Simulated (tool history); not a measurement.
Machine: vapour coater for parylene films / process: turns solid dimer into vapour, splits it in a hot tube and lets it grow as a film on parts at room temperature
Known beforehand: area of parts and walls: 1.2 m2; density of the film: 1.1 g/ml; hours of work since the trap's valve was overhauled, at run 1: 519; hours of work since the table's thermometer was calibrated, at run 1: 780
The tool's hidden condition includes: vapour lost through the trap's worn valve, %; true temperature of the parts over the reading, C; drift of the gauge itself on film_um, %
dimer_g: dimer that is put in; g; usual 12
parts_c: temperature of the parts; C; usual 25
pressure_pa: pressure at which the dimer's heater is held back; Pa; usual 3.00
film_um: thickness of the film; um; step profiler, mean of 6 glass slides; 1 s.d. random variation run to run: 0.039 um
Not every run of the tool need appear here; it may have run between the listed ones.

| run | hour | dimer_g | parts_c | pressure_pa | hours of work since the trap's valve was overhauled | hours of work since the table's thermometer was calibrated | film_um |
|---|---|---|---|---|---|---|---|
| 1 | 0.0 | 12 | 25 | 3.00 | 519 | 780 | 5.18 |
| 2 | 55.3 | 9 | 25 | 3.00 | 560 | 821 | 3.86 |
| 3 | 86.2 | 9 | 25 | 3.00 | 583 | 844 | 3.85 |
| 4 | 121.5 | 9 | 25 | 3.00 | 609 | 870 | 3.78 |
|  | 152.8 | table's thermometer calibrated |
| 5 | 179.3 | 12 | 34 | 3.00 | 652 | 20 | 3.73 |
| 6 | 221.4 | 12 | 34 | 3.00 | 683 | 51 | 3.72 |
|  | 250.2 | trap's valve overhauled |
| 7 | 267.7 | 12 | 25 | 3.00 | 13 | 82 | 5.65 |
| 8 | 325.3 | 12 | 25 | 3.00 | 56 | 125 | 5.65 |

Run 9, settings as shown, results not yet in. Your forecast:
| 9 | 350.8 | 11 | 19 | 4.78 | 75 | 144 | ? |

Run 9 came out at film_um 5.98 um.
Were there no unlogged condition in the tool, this run, its random variation unchanged, would have produced film_um 6.06 um.

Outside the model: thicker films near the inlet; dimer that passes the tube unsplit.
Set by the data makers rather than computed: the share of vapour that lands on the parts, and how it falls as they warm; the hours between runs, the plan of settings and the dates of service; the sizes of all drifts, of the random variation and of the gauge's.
